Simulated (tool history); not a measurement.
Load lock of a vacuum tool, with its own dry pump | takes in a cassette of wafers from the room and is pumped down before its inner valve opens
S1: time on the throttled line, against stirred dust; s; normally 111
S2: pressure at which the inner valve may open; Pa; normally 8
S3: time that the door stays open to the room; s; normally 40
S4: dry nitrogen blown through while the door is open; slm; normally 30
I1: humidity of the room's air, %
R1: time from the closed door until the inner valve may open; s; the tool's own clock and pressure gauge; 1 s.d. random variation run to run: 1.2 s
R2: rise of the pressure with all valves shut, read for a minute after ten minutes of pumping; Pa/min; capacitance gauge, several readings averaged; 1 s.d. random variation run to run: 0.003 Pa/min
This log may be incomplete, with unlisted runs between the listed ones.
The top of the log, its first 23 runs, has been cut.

{"run": 24, "day": 336.958, "S1": 86, "S2": 16, "S3": 26, "S4": 16, "I1": 44.9, "R1": 166.6, "R2": 0.084}
{"run": 25, "day": 350.108, "S1": 189, "S2": 15, "S3": 236, "S4": 16, "I1": 45.1, "R1": 257.8, "R2": 0.142}
{"run": 26, "day": 360.279, "S1": 191, "S2": 8, "S3": 182, "S4": 30, "I1": 45.7, "R1": 268.8, "R2": 0.122}
{"run": 27, "day": 372.067, "S1": 176, "S2": 7, "S3": 56, "S4": 4, "I1": 45.6, "R1": 257, "R2": 0.136}
{"run": 28, "day": 391.425, "S1": 176, "S2": 7, "S3": 96, "S4": 4, "I1": 44.5, "R1": 256.8, "R2": 0.172}
{"run": 29, "day": 409.221, "S1": 75, "S2": 8, "S3": 40, "S4": 41, "I1": 44.2, "R1": 168.8, "R2": 0.14}
{"run": 30, "day": 418.317, "S1": 160, "S2": 10, "S3": 40, "S4": 17, "I1": 44.6, "R1": 240.4, "R2": 0.162}
{"run": 31, "day": 436.946, "S1": 111, "S2": 9, "S3": 40, "S4": 28, "I1": 44.8, "R1": 197.6, "R2": 0.174}
{"run": 32, "day": 446.721, "S1": 111, "S2": 8, "S3": 40, "S4": 6, "I1": 45, "R1": 197.2, "R2": 0.2}
{"run": 33, "day": 456.054, "S1": 143, "S2": 8, "S3": 218, "S4": 30, "I1": 44.4, "R1": 225.2, "R2": 0.221}
{"run": 34, "day": 474.658, "S1": 143, "S2": 8, "S3": 218, "S4": 30, "I1": 47.4, "R1": 228.3, "R2": 0.24}
{"run": 35, "day": 490.692, "S1": 75, "S2": 7, "S3": 192, "S4": 5, "I1": 45.2, "R1": 170.3, "R2": 0.293}
{"run": 36, "day": 502.071, "S1": 75, "S2": 7, "S3": 192, "S4": 5, "I1": 52.7, "R1": 171.1, "R2": 0.33}
{"run": 37, "day": 514.204, "S1": 111, "S2": 8, "S3": 34, "S4": 5, "I1": 46.9, "R1": 202.9, "R2": 0.285}

Branching from run 37: 3 alternative next runs. What would each branch give?
{"run": "A", "day": 525.217, "S1": 111, "S2": 8, "S3": 112, "S4": 5, "I1": 50, "R1": "?", "R2": "?"}
{"run": "B", "day": 525.217, "S1": 69, "S2": 8, "S3": 34, "S4": 18, "I1": 44.6, "R1": "?", "R2": "?"}
{"run": "C", "day": 525.217, "S1": 111, "S2": 16, "S3": 34, "S4": 5, "I1": 43.7, "R1": "?", "R2": "?"}

run=A R1=199.2 R2=0.321
run=B R1=163.7 R2=0.27
run=C R1=193.6 R2=0.287
Stripped of hidden state, with their random variation kept, the same runs would have yielded:
run=A R1=192.2 R2=0.062
run=B R1=156.1 R2=0.014
run=C R1=187.1 R2=0.028
